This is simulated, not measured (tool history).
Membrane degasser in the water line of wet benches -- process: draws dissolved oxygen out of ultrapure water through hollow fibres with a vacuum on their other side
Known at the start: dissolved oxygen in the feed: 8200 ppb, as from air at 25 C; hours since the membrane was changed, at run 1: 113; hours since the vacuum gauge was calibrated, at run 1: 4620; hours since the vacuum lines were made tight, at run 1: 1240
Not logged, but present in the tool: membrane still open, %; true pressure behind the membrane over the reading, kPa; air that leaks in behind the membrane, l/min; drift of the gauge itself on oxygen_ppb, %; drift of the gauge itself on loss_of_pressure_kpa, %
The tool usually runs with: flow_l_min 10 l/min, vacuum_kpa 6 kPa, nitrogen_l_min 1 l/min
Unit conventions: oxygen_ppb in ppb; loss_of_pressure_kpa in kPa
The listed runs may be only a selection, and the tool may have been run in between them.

| run | hour | flow_l_min | vacuum_kpa | nitrogen_l_min | hours since the membrane was changed | hours since the vacuum gauge was calibrated | hours since the vacuum lines were made tight | oxygen_ppb | loss_of_pressure_kpa |
|---|---|---|---|---|---|---|---|---|---|
| 1 | 0 | 10 | 6 | 1 | 113 | 4620 | 1240 | 392.1 | 32.8 |
| 2 | 114.2 | 10 | 6 | 0.82 | 227 | 4734 | 1354 | 411.5 | 33.03 |
| 3 | 215.2 | 10 | 6 | 1 | 328 | 4835 | 1455 | 389.8 | 33.02 |
| 4 | 317.6 | 10 | 6 | 1 | 430 | 4938 | 1557 | 399.3 | 32.89 |
| 5 | 411 | 10 | 6 | 1 | 524 | 5031 | 1651 | 386.8 | 32.97 |
| 6 | 490.8 | 10 | 6 | 1 | 603 | 5111 | 1731 | 399 | 33.13 |
| 7 | 546.7 | 10 | 6 | 1 | 659 | 5167 | 1786 | 407.6 | 33.06 |
| 8 | 630.8 | 10 | 6 | 1 | 743 | 5251 | 1871 | 404.8 | 33.3 |
| 9 | 735.6 | 7 | 7.4 | 0.82 | 848 | 5356 | 1975 | 209.8 | 23.2 |
| 10 | 849.8 | 11 | 6 | 0.44 | 962 | 5470 | 2090 | 560.4 | 36.37 |
|  | 857.2 | vacuum gauge calibrated |
| 11 | 908 | 12 | 6 | 0.88 | 1020 | 51 | 2147 | 607.8 | 40.12 |
| 12 | 1029.1 | 11 | 4.25 | 0.44 | 1141 | 172 | 2268 | 503.8 | 36.63 |
| 13 | 1112.1 | 7 | 4.25 | 0.48 | 1224 | 255 | 2351 | 182 | 23.3 |
| 14 | 1231.7 | 7 | 4.25 | 0.48 | 1344 | 375 | 2471 | 175.9 | 23.17 |
| 15 | 1288.6 | 6 | 5.18 | 1.45 | 1401 | 431 | 2528 | 97.6 | 19.96 |

Predict each of these 4 candidate next runs independently; none follows another, all start after run 15:
| A | 1356.3 | 6 | 10.51 | 1.45 | 1468 | 499 | 2596 | ? | ? |
| B | 1356.3 | 10 | 4.02 | 2.93 | 1468 | 499 | 2596 | ? | ? |
| C | 1356.3 | 9 | 5.94 | 1 | 1468 | 499 | 2596 | ? | ? |
| D | 1356.3 | 9 | 6.61 | 1.88 | 1468 | 499 | 2596 | ? | ? |

| run | oxygen_ppb | loss_of_pressure_kpa |
|---|---|---|
| A | 152.7 | 20.24 |
| B | 348.8 | 33.3 |
| C | 326.9 | 30 |
| D | 306.2 | 30.04 |
With the hidden condition removed and each run's random variation left untouched, the same runs would have given:
| run | oxygen_ppb | loss_of_pressure_kpa |
|---|---|---|
| A | 137.7 | 19.93 |
| B | 326.4 | 32.79 |
| C | 297.3 | 29.54 |
| D | 283.3 | 29.58 |
